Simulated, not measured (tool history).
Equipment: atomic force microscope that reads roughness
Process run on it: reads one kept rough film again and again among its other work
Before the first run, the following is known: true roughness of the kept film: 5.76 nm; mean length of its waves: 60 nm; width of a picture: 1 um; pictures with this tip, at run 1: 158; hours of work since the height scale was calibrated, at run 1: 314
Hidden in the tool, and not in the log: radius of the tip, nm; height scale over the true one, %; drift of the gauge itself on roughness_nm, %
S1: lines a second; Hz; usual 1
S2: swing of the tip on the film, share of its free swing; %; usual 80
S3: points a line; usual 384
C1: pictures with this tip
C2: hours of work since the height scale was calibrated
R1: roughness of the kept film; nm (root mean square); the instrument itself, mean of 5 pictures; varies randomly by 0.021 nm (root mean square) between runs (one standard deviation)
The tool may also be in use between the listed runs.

run	day	S1	S2	S3	C1	C2	R1
1	0	1	80	384	158	314	4.877
2	0.638	1.87	80	384	180	322	4.569
3	1.129	1.87	80	384	197	329	4.55
4	2.088	1.14	80	384	230	342	4.771
5	2.529	1.14	80	384	245	348	4.759
6	3.054	1.14	80	384	263	355	4.73
7	3.867	1.14	80	285	291	366	4.763
# day 4.204: new tip fitted
8	4.621	1	80	384	15	376	5.083
9	5.2	1	80	384	35	384	5.037
10	5.75	1	80	384	53	392	5.019
11	6.304	1.45	80	384	73	399	4.85
12	7.229	1.45	80	384	104	412	4.752
13	8.071	1.45	80	384	133	423	4.775
14	8.479	1.45	80	384	147	429	4.765
# day 8.604: height scale calibrated on a step standard
15	9.254	1.45	80	384	173	9	4.769
16	9.992	1.45	80	384	198	19	4.696
17	10.438	1	80	774	213	25	4.895
18	11.104	1	80	774	236	34	4.889
# day 11.692: height scale calibrated on a step standard, once more
19	11.7	1	80	774	255	0	4.815
20	12.15	1	80	322	271	6	4.795
21	12.896	1	80	322	296	16	4.779
# day 13.1: new tip fitted
22	13.725	1	80	322	21	27	5.029
23	14.688	3.34	80	384	54	41	4.171
24	15.5	3.34	80	384	82	52	4.18
25	16.029	2.22	81	384	101	59	4.422
26	16.762	1	80	523	126	69	4.926
27	17.75	0.97	71	594	160	82	5.046
28	18.7	2.69	71	594	192	95	4.641
29	19.617	1	83	412	224	108	4.755
30	20.162	1	89	420	243	115	4.634
31	20.725	1	89	420	262	123	4.589
32	21.692	1	89	420	295	136	4.551
# day 21.967: new tip fitted
33	22.338	1	89	420	13	144	4.853
34	23.012	1	89	420	36	154	4.851
35	23.704	0.91	72	420	60	163	5.184
36	24.496	3.56	72	511	87	174	4.47
37	25.112	3.82	88	320	108	182	3.593
38	25.642	3.82	88	320	127	189	3.601
39	26.288	3.82	88	320	149	198	3.545
40	26.975	1	81	842	172	208	4.887
41	27.683	1	75	444	197	217	4.956
42	28.317	1	75	444	219	226	4.955
43	29.233	1.51	63	614	250	238	5.015

4 options for the next run, each taken on its own from the tool as it stands now. Forecast them:
A	29.679	1	82	384	265	244	?
B	29.679	2.19	79	614	265	244	?
C	29.679	1.88	70	366	265	244	?
D	29.679	1.51	63	795	265	244	?

run	R1
A	4.801
B	4.405
C	4.81
D	4.974
The same runs, with their run-to-run variation unchanged, on a tool lacking any hidden condition would have given:
run	R1
A	5.035
B	4.62
C	5.044
D	5.216
